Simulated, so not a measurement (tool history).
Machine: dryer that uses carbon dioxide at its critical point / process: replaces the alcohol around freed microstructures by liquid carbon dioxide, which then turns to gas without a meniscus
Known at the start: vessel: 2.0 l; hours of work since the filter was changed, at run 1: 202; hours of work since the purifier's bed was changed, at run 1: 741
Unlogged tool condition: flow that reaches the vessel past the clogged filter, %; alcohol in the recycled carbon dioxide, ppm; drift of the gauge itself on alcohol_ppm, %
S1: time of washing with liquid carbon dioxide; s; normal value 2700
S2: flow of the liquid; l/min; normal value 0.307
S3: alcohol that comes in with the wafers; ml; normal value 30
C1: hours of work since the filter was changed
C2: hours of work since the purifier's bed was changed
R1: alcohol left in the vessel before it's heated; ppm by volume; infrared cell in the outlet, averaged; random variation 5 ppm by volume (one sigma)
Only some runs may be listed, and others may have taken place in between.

run     day    S1     S2   S3   C1   C2    R1
  1       0  2700  0.307   30  202  741   173
  2   1.412  2700  0.307   30  218  757   189
  3   2.633  2700  0.307   27  232  771   182
  4   3.617  2700  0.307   30  243  783   198
  5   4.538  2700  0.267   30  254  793   256
  6   5.712  2700  0.267   30  267  807   274
  7   7.329  2700  0.307   30  286  825   210
  8   8.538  2700  0.307   30  300  839   214
  9   9.408  2700  0.307   30  310  849   208
 10  10.579  2700  0.307   88  323  862   364
     11.279  -- purifier's bed changed
 11   11.75  2700  0.307   88  335    5   213
     12.517  -- inlet filter changed
 12  12.533  2700  0.307   88    0   14   143
 13  13.721  2700  0.307   30   14   28    58
 14  14.712  2700  0.307   62   25   39   111
 15  16.117  2700  0.307   62   41   55   106
 16    17.7  1740  0.243   57   59   73  1458
 17  18.667  1740  0.243   57   70   84  1465
 18  19.567  1740  0.243   57   81   95  1550
 19  20.392  1740  0.243   57   90  104  1506
 20  21.512  1740  0.243   57  103  117  1542
 21  22.688  3600  0.369   30  117  130    22
 22  24.262  3600  0.369   30  135  148    26
 23  25.362  3600  0.369   43  147  161    35
 24  26.488  1980  0.369  112  160  174   422
 25  28.054  1980  0.255   37  178  192   626
 26  29.417  1980  0.255   37  194  207   655
 27    30.2  2700  0.374  114  203  216   105
 28  31.308  2520  0.452  114  215  229    83
 29  32.933  2700  0.327  110  234  248   190
 30  33.696  2700  0.345  116  243  257   162

Hidden state at the last listed run before each entry between runs and at the first one after, where it differs:
After run 10, before run 11: purifier's bed changed (day 11.279)
  flow that reaches the vessel past the clogged filter, %: 90.5 -> 90.2; alcohol in the recycled carbon dioxide, ppm: 144.5 -> 7.5
  measured value less the no-hidden-state value, R1: +233 -> +93 ppm by volume
After run 11, before run 12: inlet filter changed (day 12.517)
  flow that reaches the vessel past the clogged filter, %: 90.2 -> 99.8; alcohol in the recycled carbon dioxide, ppm: 7.5 -> 8.8
  measured value less the no-hidden-state value, R1: +93 -> +5 ppm by volume
